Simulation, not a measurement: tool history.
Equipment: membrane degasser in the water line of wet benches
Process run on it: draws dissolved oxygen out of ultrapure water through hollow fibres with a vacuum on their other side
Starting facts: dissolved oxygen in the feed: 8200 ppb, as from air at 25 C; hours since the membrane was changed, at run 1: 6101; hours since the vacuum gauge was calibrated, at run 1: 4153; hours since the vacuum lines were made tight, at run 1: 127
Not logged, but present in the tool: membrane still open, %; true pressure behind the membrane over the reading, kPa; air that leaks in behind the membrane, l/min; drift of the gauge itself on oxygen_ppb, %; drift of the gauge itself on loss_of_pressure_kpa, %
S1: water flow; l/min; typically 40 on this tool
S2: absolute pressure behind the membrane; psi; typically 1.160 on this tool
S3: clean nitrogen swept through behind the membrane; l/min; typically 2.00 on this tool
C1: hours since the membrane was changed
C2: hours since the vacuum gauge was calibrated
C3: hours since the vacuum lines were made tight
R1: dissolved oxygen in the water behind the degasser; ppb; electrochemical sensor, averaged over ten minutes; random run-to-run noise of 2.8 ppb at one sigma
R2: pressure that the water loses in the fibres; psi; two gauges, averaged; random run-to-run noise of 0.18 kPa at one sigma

run      day  S1     S2    S3    C1    C2    C3     R1     R2
  1    0.000  40  1.160  2.00  6101  4153   127  275.3  4.576
  2    5.571  40  1.160  2.00  6235  4287   260  276.4  4.621
  3   12.242  40  1.160  4.55  6395  4447   421  166.2  4.627
  4   16.396  30  1.160  2.00  6495  4547   520  190.2  3.450
  5   23.367  30  1.160  2.00  6662  4714   688  191.2  3.468
  6   27.812  30  1.160  2.00  6769  4821   794  186.6  3.455
  7   34.217  30  1.160  2.00  6922  4975   948  191.0  3.437
  8   37.812  30  1.160  2.00  7009  5061  1034  186.9  3.484
  9   42.554  58  1.160  2.00  7122  5175  1148  453.3  6.663
 10   48.350  40  1.160  5.00  7261  5314  1287  155.7  4.606
 11   54.192  40  1.160  2.00  7402  5454  1427  277.1  4.612
 12   57.300  40  1.160  2.00  7476  5528  1502  273.8  4.615
 13   60.250  40  1.160  2.00  7547  5599  1573  272.1  4.590
 14   63.496  40  1.160  2.00  7625  5677  1651  280.8  4.551
 15   70.704  40  1.160  2.00  7798  5850  1824  271.3  4.576
 16   77.500  63  1.160  2.00  7961  6013  1987  496.5  7.216
 17   82.812  63  1.160  2.00  8089  6141  2114  501.8  7.246
 18   89.879  46  2.335  5.44  8258  6310  2284  345.9  5.294
 19   93.362  27  1.411  2.00  8342  6394  2367  217.4  3.110
 20   97.771  28  2.712  2.00  8448  6500  2473  497.0  3.242
 21  102.946  50  1.498  0.90  8572  6624  2597  784.2  5.787
 22  106.875  40  1.009  1.12  8666  6718  2692  325.7  4.592
 23  111.850  47  2.438  2.02  8785  6838  2811  735.6  5.407
 24  118.550  30  1.160  0.98  8946  6998  2972  324.3  3.432
 25  124.296  38  1.160  1.04  9084  7136  3110  395.3  4.367

Expected results for the next run?
     128.125  -- vacuum gauge calibrated
 26  130.304  38  1.160  1.04  9228  52  3253   ?   ?

R1: 393.2 ppb
R2: 4.379 psi
The same run, on a tool lacking any hidden state, would have yielded R1 393.0 ppb, R2 4.376 psi.
